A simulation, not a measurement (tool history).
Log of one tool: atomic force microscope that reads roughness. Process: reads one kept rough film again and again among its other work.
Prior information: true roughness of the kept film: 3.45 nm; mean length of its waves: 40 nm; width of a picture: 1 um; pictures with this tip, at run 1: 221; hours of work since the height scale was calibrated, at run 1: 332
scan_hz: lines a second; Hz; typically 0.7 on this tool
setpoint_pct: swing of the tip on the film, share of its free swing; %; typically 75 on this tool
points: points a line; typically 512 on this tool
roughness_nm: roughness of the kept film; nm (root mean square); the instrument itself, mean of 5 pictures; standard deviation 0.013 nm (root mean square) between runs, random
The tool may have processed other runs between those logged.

run	hour	scan_hz	setpoint_pct	points	pictures with this tip	hours of work since the height scale was calibrated	roughness_nm
1	0	0.7	75	512	221	332	3.014
2	14.1	0.7	75	512	236	339	3.002
3	39.5	0.7	75	512	264	353	3.004
4	65.9	0.7	75	512	292	367	2.977
# hour 70.6: new tip fitted
5	86.7	0.7	75	512	17	379	3.126
6	99.5	0.7	75	512	31	386	3.151
7	118.5	0.7	58	512	52	396	3.174
8	138	0.7	58	512	73	407	3.155
9	161.8	0.7	75	512	98	419	3.064
10	183	0.7	75	506	121	431	3.059
11	199	0.7	57	506	139	440	3.118
12	211.7	0.7	57	506	152	447	3.103
13	236.4	0.7	57	506	179	460	3.086
14	254.4	0.7	57	506	199	470	3.095
15	280.6	1.509	57	506	227	484	3.014
16	305.2	1.509	57	506	253	498	2.991
17	320.9	1.509	68	506	270	506	2.923
# hour 345.6: new tip fitted
18	347.9	1.509	90	506	2	521	2.838
19	376.5	0.7	78	512	33	536	3.095
20	393.3	0.7	78	512	51	545	3.087
21	415.7	2.371	75	512	75	558	2.886
22	437.1	2.371	75	512	98	569	2.881
23	460.3	0.852	75	512	124	582	3.048
24	485.4	0.852	75	512	151	596	3.026
25	504.8	0.7	75	399	172	606	3.022
26	533.3	0.7	75	512	203	622	3.026
27	552.7	0.7	71	512	223	632	3.02
28	570.3	0.741	89	537	242	642	2.934
29	594.1	1.225	67	566	268	655	2.99
30	613.1	0.896	65	340	289	665	2.961
# hour 621.8: new tip fitted
31	635.9	0.7	57	874	15	677	3.186
32	651.3	0.7	87	373	32	686	3.04
33	676.1	0.7	87	373	58	699	3.024
34	701	0.845	65	372	85	713	3.095
35	721	0.7	74	303	107	724	3.062
# hour 723.6: height scale calibrated on a step standard
36	739.7	0.7	74	303	126	9	3.015
37	761.7	1.171	63	467	150	21	3.036
38	774.2	3.259	74	450	163	28	2.754
39	792.1	1.815	81	396	183	37	2.8
40	806.6	1.143	86	458	198	45	2.868
41	829.4	0.7	75	277	223	58	2.964
# hour 834.9: height scale calibrated on a step standard, once more
42	842.1	0.7	75	277	236	4	2.955
43	863.5	0.7	75	277	259	16	2.961
44	884.2	1.046	75	512	281	27	2.932
# hour 900.8: new tip fitted
45	908.7	1.467	70	512	8	40	3.059
46	931.8	1.467	70	512	33	53	3.081
47	943.8	1.467	70	512	46	59	3.055
48	965.2	2.615	72	420	69	71	2.881
49	977.2	0.7	75	351	82	77	3.087

Forecast run 50:
50	998.3	0.7	78	982	105	89	?

{"run 50": {"roughness_nm": 3.083}}
Take away the tool's hidden state, keep the run-to-run variation as it was, and the same run would have given roughness_nm 3.167 nm (root mean square).
